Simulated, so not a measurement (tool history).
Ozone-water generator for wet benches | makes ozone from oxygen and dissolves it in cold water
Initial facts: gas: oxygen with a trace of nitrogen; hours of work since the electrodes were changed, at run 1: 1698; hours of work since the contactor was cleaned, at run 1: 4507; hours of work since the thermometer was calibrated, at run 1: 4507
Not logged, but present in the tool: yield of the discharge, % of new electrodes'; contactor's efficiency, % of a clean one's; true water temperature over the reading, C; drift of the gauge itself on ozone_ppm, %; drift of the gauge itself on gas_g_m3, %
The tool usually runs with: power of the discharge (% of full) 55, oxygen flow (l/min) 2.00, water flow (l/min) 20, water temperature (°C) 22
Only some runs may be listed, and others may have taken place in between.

| run | hour | power of the discharge (% of full) | oxygen flow (l/min) | water flow (l/min) | water temperature (°C) | hours of work since the electrodes were changed | hours of work since the contactor was cleaned | hours of work since the thermometer was calibrated | dissolved ozone (ppm) | ozone in the gas ahead of the water (g/m3) |
|---|---|---|---|---|---|---|---|---|---|---|
| 1 | 0.0 | 55 | 2.00 | 20 | 22 | 1698 | 4507 | 4507 | 12.1 | 207.9 |
| 2 | 93.5 | 55 | 2.00 | 20 | 22 | 1757 | 4566 | 4566 | 12.2 | 206.5 |
| 3 | 154.2 | 55 | 3.09 | 20 | 22 | 1795 | 4604 | 4604 | 12.2 | 154.9 |
| 4 | 214.1 | 55 | 2.00 | 23 | 22 | 1832 | 4642 | 4642 | 10.7 | 207.4 |
| 5 | 319.7 | 55 | 2.00 | 23 | 22 | 1899 | 4708 | 4708 | 10.5 | 208.5 |
| 6 | 385.1 | 55 | 2.00 | 23 | 22 | 1940 | 4749 | 4749 | 10.7 | 205.9 |
| 7 | 465.0 | 55 | 2.00 | 23 | 22 | 1990 | 4800 | 4800 | 10.4 | 207.5 |
|  | 476.0 | water thermometer calibrated |
| 8 | 553.4 | 55 | 2.00 | 20 | 22 | 2046 | 4855 | 49 | 12.1 | 206.5 |
| 9 | 616.9 | 55 | 2.00 | 20 | 22 | 2085 | 4895 | 89 | 12.1 | 207.3 |
| 10 | 673.9 | 55 | 2.00 | 20 | 22 | 2121 | 4931 | 124 | 12.0 | 205.4 |
| 11 | 739.8 | 55 | 2.00 | 20 | 22 | 2163 | 4972 | 166 | 11.8 | 205.0 |
| 12 | 823.7 | 55 | 2.76 | 20 | 22 | 2216 | 5025 | 219 | 12.2 | 165.9 |
| 13 | 936.7 | 55 | 2.76 | 20 | 22 | 2287 | 5096 | 290 | 12.2 | 163.5 |
| 14 | 1006.2 | 55 | 2.00 | 20 | 22 | 2330 | 5140 | 333 | 12.1 | 204.5 |
| 15 | 1071.6 | 55 | 2.00 | 20 | 18 | 2371 | 5181 | 375 | 12.4 | 204.5 |
| 16 | 1187.7 | 55 | 2.00 | 20 | 18 | 2444 | 5254 | 448 | 12.4 | 206.5 |
| 17 | 1249.2 | 55 | 2.23 | 20 | 22 | 2483 | 5292 | 486 | 12.1 | 190.8 |
| 18 | 1325.0 | 50 | 1.30 | 15 | 16 | 2531 | 5340 | 534 | 15.1 | 261.6 |
| 19 | 1424.1 | 83 | 1.32 | 21 | 27 | 2593 | 5402 | 596 | 12.9 | 329.7 |
| 20 | 1507.8 | 83 | 1.32 | 21 | 27 | 2646 | 5455 | 649 | 12.9 | 330.8 |
| 21 | 1561.3 | 52 | 2.00 | 20 | 22 | 2679 | 5489 | 683 | 11.7 | 197.9 |
| 22 | 1639.1 | 61 | 1.61 | 29 | 20 | 2728 | 5538 | 731 | 8.4 | 248.5 |
| 23 | 1695.7 | 55 | 2.94 | 20 | 22 | 2764 | 5573 | 767 | 12.1 | 158.6 |
| 24 | 1763.7 | 46 | 2.00 | 31 | 22 | 2807 | 5616 | 810 | 6.9 | 189.0 |
| 25 | 1857.6 | 99 | 2.00 | 31 | 15 | 2866 | 5675 | 869 | 10.5 | 269.9 |
| 26 | 1916.0 | 55 | 2.00 | 20 | 22 | 2902 | 5712 | 906 | 11.9 | 202.0 |
| 27 | 1976.2 | 55 | 2.00 | 20 | 22 | 2940 | 5750 | 943 | 11.8 | 203.7 |
| 28 | 2086.3 | 55 | 2.00 | 20 | 22 | 3009 | 5819 | 1013 | 11.8 | 204.0 |
| 29 | 2185.2 | 90 | 1.62 | 20 | 23 | 3072 | 5881 | 1075 | 14.6 | 297.0 |
| 30 | 2297.8 | 90 | 1.62 | 13 | 23 | 3142 | 5952 | 1146 | 21.8 | 295.2 |
| 31 | 2411.3 | 55 | 1.15 | 21 | 22 | 3214 | 6023 | 1217 | 10.2 | 293.2 |
| 32 | 2504.5 | 58 | 1.14 | 21 | 15 | 3272 | 6082 | 1276 | 11.1 | 302.6 |
| 33 | 2556.1 | 62 | 1.35 | 13 | 15 | 3305 | 6114 | 1308 | 19.1 | 279.0 |

Measured result minus the same run's result without the hidden state. Both carry the same run-to-run variation, though not necessarily the same gauge scatter:
| run | dissolved ozone (ppm) | ozone in the gas ahead of the water (g/m3) |
|---|---|---|
| 1 | -0.8 | -5.2 |
| 2 | -0.9 | -5.3 |
| 3 | -0.9 | -4.1 |
| 4 | -0.9 | -5.5 |
| 5 | -0.8 | -5.7 |
| 6 | -0.9 | -5.8 |
| 7 | -0.9 | -6.0 |
| 8 | -1.0 | -6.1 |
| 9 | -1.0 | -6.3 |
| 10 | -0.9 | -6.3 |
| 11 | -1.0 | -6.5 |
| 12 | -1.1 | -5.3 |
| 13 | -1.0 | -5.4 |
| 14 | -1.0 | -6.9 |
| 15 | -1.1 | -7.1 |
| 16 | -1.2 | -7.3 |
| 17 | -1.2 | -6.9 |
| 18 | -1.3 | -9.1 |
| 19 | -1.3 | -15.4 |
| 20 | -1.4 | -15.7 |
| 21 | -1.1 | -7.5 |
| 22 | -0.9 | -10.4 |
| 23 | -1.2 | -6.3 |
| 24 | -0.8 | -6.9 |
| 25 | -1.4 | -15.0 |
| 26 | -1.3 | -8.5 |
| 27 | -1.3 | -8.7 |
| 28 | -1.2 | -8.9 |
| 29 | -1.8 | -17.0 |
| 30 | -2.3 | -17.2 |
| 31 | -1.2 | -13.7 |
| 32 | -1.3 | -14.8 |
| 33 | -1.9 | -14.3 |
